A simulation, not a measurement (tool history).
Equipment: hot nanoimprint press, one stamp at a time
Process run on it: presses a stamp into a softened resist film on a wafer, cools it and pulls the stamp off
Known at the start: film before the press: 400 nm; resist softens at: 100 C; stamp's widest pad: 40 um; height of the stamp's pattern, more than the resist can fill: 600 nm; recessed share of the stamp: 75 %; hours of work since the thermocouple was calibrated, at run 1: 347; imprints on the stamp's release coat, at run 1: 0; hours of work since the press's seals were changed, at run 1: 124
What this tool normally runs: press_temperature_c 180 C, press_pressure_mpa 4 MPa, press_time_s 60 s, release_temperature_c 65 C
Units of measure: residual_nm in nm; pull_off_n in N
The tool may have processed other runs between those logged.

run   hour  press_temperature_c  press_pressure_mpa  press_time_s  release_temperature_c  hours of work since the thermocouple was calibrated  imprints on the stamp's release coat  hours of work since the press's seals were changed  residual_nm  pull_off_n
  1      0                  180                   4            60                     65                                                  347                                     0                                                 124        228.8         213
  2     29                  180                   4            60                     65                                                  370                                   174                                                 147        230.1         223
  3   47.4                  180                2.82            60                     65                                                  385                                   284                                                 162        258.4         224
  4   80.4                  180                   4            49                     65                                                  411                                   483                                                 188          244         248
  5  114.8                  180                   4            49                     56                                                  439                                   689                                                 216          249         311
  6  136.4                  180                3.06            60                     65                                                  456                                   819                                                 233          257         274
     147.7  -- stamp cleaned and given a new release coat
  7  162.1                  171                   4            60                     65                                                  472                                    86                                                 249        294.3         221
  8  184.3                  171                   4            60                     65                                                  490                                   220                                                 266        294.5         229
  9  200.4                  180                   4            60                     65                                                  502                                   316                                                 279        234.7         238
 10  223.9                  180                   4            60                     65                                                  521                                   457                                                 298        234.9         237
     232.9  -- plate thermocouple calibrated
 11  248.8                  180                   4            60                     65                                                   13                                   589                                                 316        221.8         242
 12  280.6                  180                   4            60                     65                                                   38                                   780                                                 341        221.2         269
     297.9  -- stamp cleaned and given a new release coat
 13  313.6                  180                   4            60                     65                                                   60                                    94                                                 363        221.2         212
 14  341.7                  180                   4            60                     65                                                   82                                   263                                                 385        223.1         215
 15  367.6                  180                   4            60                     65                                                  103                                   419                                                 406        223.5         235
 16  402.1                  185                   4            35                     65                                                  130                                   626                                                 433        234.1         241
 17  417.1                  180                   4           101                     53                                                  142                                   716                                                 445        188.6         320
 18  433.3                  189                   4           101                     53                                                  155                                   813                                                 458        139.6         331
     445.6  -- stamp cleaned and given a new release coat
 19  464.7                  189                   4           101                     53                                                  176                                   115                                                 478        143.1         271
 20  488.4                  180                3.43            60                     69                                                  195                                   257                                                 497        237.2         207
 21  511.8                  180                3.43            60                     69                                                  213                                   398                                                 516        241.4         220
 22    541                  180                2.57            41                     55                                                  237                                   573                                                 539        291.6         313
 23  572.2                  180                2.57            41                     55                                                  262                                   760                                                 564        293.6         324
     592.7  -- stamp cleaned and given a new release coat
 24  596.3                  170                   4            60                     65                                                  276                                    22                                                 579        300.2         208
 25  615.4                  180                   4            74                     70                                                  291                                   137                                                 594          215         191
 26  639.8                  174                6.13           100                     72                                                  311                                   283                                                 614        198.7         189
 27  674.9                  174                6.13           100                     72                                                  339                                   494                                                 642        199.2         202
 28  693.4                  174                6.13           100                     72                                                  354                                   605                                                 656        200.4         210
 29  728.1                  180                   4            54                     65                                                  381                                   814                                                 684        239.9         271

Each row is a separate what-if for the run after 29, all from the same tool condition, not one after another. Results?
     739.9  -- stamp cleaned and given a new release coat
  A  759.5                  183                2.43            61                     65                                                  402                                   118                                                 704            ?           ?
     739.9  -- stamp cleaned and given a new release coat
  B  759.5                  180                3.37            54                     67                                                  402                                   118                                                 704            ?           ?
     739.9  -- stamp cleaned and given a new release coat
  C  759.5                  180                3.94            54                     70                                                  402                                   118                                                 704            ?           ?
     739.9  -- stamp cleaned and given a new release coat
  D  759.5                  180                6.35            36                     54                                                  402                                   118                                                 704            ?           ?

run  residual_nm  pull_off_n
  A        257.6         216
  B        257.6         210
  C        244.7         191
  D        233.4         269
Stripped of hidden state, with their random variation kept, the same runs would have yielded:
run  residual_nm  pull_off_n
  A        242.8         199
  B          241         193
  C        227.3         175
  D        212.8         250
